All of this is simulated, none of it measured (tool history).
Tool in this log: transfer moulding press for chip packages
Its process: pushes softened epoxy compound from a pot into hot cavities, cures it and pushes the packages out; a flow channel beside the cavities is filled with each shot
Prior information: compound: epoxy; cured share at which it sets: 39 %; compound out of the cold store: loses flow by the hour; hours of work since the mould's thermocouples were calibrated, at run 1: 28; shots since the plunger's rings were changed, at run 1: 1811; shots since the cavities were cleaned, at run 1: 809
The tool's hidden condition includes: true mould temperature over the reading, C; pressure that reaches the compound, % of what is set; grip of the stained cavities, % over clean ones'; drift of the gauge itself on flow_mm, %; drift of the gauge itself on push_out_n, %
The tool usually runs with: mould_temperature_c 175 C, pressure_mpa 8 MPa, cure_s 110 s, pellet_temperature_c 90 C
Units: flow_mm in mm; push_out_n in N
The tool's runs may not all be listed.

| run | hour | mould_temperature_c | pressure_mpa | cure_s | pellet_temperature_c | hours of work since the mould's thermocouples were calibrated | shots since the plunger's rings were changed | shots since the cavities were cleaned | incoming compound's hours out of the cold store | flow_mm | push_out_n |
|---|---|---|---|---|---|---|---|---|---|---|---|
| 1 | 0 | 175 | 8 | 110 | 90 | 28 | 1811 | 809 | 44 | 571 | 774 |
| 2 | 15.2 | 175 | 8 | 144 | 90 | 39 | 2009 | 1007 | 18.8 | 629 | 788 |
|  | 19.7 | cavities cleaned with cleaning compound and waxed |
| 3 | 29.6 | 175 | 7.25 | 144 | 90 | 49 | 2179 | 131 | 24.5 | 584 | 514 |
| 4 | 41.3 | 175 | 7.25 | 144 | 90 | 58 | 2331 | 283 | 20.7 | 595 | 593 |
| 5 | 51.3 | 175 | 9.15 | 144 | 90 | 66 | 2462 | 414 | 28.8 | 643 | 631 |
| 6 | 66.1 | 175 | 9.15 | 144 | 90 | 77 | 2656 | 608 | 29.2 | 641 | 699 |
|  | 83.6 | plunger's sealing rings changed |
| 7 | 86.9 | 175 | 8 | 110 | 85 | 91 | 43 | 847 | 41.7 | 583 | 839 |
| 8 | 98.7 | 175 | 8.98 | 110 | 85 | 100 | 197 | 1001 | 10.3 | 704 | 868 |
|  | 103.5 | cavities cleaned with cleaning compound and waxed |
| 9 | 116.1 | 175 | 8 | 134 | 90 | 112 | 405 | 164 | 13.5 | 652 | 531 |
| 10 | 127.6 | 175 | 8 | 134 | 90 | 121 | 556 | 315 | 36.1 | 593 | 625 |
| 11 | 145.5 | 175 | 8 | 134 | 90 | 135 | 789 | 548 | 40.7 | 580 | 684 |
| 12 | 154.1 | 175 | 8 | 110 | 90 | 141 | 902 | 661 | 45 | 570 | 768 |
| 13 | 172.5 | 175 | 8 | 129 | 90 | 156 | 1144 | 903 | 17.2 | 639 | 778 |
|  | 184.6 | cavities cleaned with cleaning compound and waxed |
| 14 | 192.7 | 175 | 8 | 129 | 90 | 170 | 1388 | 106 | 17.1 | 637 | 510 |
| 15 | 202.5 | 177 | 8.19 | 131 | 92 | 177 | 1517 | 235 | 40.4 | 578 | 549 |
| 16 | 215.3 | 177 | 8.19 | 131 | 92 | 187 | 1684 | 402 | 15.2 | 642 | 622 |
| 17 | 231.7 | 179 | 6.54 | 131 | 81 | 200 | 1898 | 616 | 42.2 | 510 | 715 |
| 18 | 243.7 | 179 | 9.95 | 96 | 90 | 209 | 2054 | 772 | 36.6 | 640 | 808 |
| 19 | 252.8 | 175 | 8 | 110 | 83 | 216 | 2174 | 892 | 8.8 | 654 | 857 |
|  | 266 | cavities cleaned with cleaning compound and waxed |
| 20 | 266.7 | 175 | 9.07 | 115 | 83 | 225 | 2336 | 9 | 13.4 | 683 | 479 |
| 21 | 284.8 | 175 | 9.07 | 115 | 83 | 239 | 2572 | 245 | 17.5 | 669 | 609 |
| 22 | 300.4 | 176 | 7.65 | 110 | 92 | 251 | 2776 | 449 | 45.2 | 545 | 695 |
|  | 308.1 | plunger's sealing rings changed |
| 23 | 312 | 173 | 7.87 | 106 | 94 | 258 | 51 | 569 | 9.8 | 665 | 828 |
| 24 | 327.3 | 168 | 7.87 | 93 | 93 | 270 | 252 | 770 | 24.1 | 636 | 1541 |
| 25 | 346 | 168 | 7.02 | 122 | 91 | 284 | 495 | 1013 | 22.8 | 603 | 965 |
|  | 349.2 | cavities cleaned with cleaning compound and waxed |
| 26 | 360 | 178 | 6.35 | 145 | 97 | 294 | 659 | 140 | 10 | 579 | 528 |
| 27 | 368.7 | 175 | 8 | 110 | 90 | 300 | 773 | 254 | 27.2 | 613 | 624 |
| 28 | 384.9 | 175 | 8 | 110 | 90 | 313 | 984 | 465 | 10.1 | 656 | 709 |

Alternative continuations, all from the tool just after run 28; predict every row:
| A | 395.2 | 175 | 8 | 106 | 92 | 321 | 1119 | 600 | 17.7 | ? | ? |
| B | 395.2 | 182 | 8 | 110 | 90 | 321 | 1119 | 600 | 9.7 | ? | ? |
| C | 395.2 | 175 | 8 | 101 | 90 | 321 | 1119 | 600 | 39 | ? | ? |

| run | flow_mm | push_out_n |
|---|---|---|
| A | 635 | 823 |
| B | 639 | 699 |
| C | 580 | 826 |
Take away the tool's hidden state, keep each run's random variation, and the runs would have read:
| run | flow_mm | push_out_n |
|---|---|---|
| A | 645 | 512 |
| B | 650 | 431 |
| C | 590 | 509 |
